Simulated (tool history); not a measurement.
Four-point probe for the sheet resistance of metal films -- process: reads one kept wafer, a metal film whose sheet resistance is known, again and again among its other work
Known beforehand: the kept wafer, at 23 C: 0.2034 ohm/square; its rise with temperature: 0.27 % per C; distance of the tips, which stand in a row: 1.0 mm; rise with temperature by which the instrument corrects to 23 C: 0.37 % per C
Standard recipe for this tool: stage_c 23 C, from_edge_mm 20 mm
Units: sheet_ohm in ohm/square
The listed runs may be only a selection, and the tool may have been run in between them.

run,hour,stage_c,from_edge_mm,sheet_ohm
1,0.0,23,20,0.203427
2,46.3,23,20,0.203365
3,90.2,23,20,0.203383
4,129.6,23,20,0.203457
5,175.9,23,20,0.203480
6,205.9,23,6,0.206286
7,235.8,23,6,0.206194
8,270.3,23,13,0.203833
# hour 275.6: stage's thermometer calibrated
9,322.7,23,13,0.203943
10,347.7,23,13,0.203893
11,372.5,23,13,0.203914
12,414.7,18,32,0.204538
# hour 437.4: stage's thermometer calibrated, once more
13,448.1,19,36,0.204291
14,477.6,19,36,0.204223
15,502.3,22,13,0.204165
16,549.1,31,46,0.201727
17,591.7,31,46,0.201834

Subtracting, for every run, the result it would have given without the tool's unlogged condition from the measured result gives the following. The same run-to-run variation enters both numbers; the gauge's scatter may not:
Hidden conditions of the tool in this case: inner tips' distance over the nominal, %; tips' flats over new ones', %; wafer's true temperature over the reading, C; drift of the gauge itself on sheet_ohm, %.
run,sheet_ohm
1,-0.000266
2,-0.000248
3,-0.000233
4,-0.000217
5,-0.000200
6,-0.000192
7,-0.000182
8,-0.000169
9,-0.000155
10,-0.000145
11,-0.000137
12,-0.000123
13,-0.000059
14,-0.000048
15,-0.000038
16,-0.000020
17,-0.000002

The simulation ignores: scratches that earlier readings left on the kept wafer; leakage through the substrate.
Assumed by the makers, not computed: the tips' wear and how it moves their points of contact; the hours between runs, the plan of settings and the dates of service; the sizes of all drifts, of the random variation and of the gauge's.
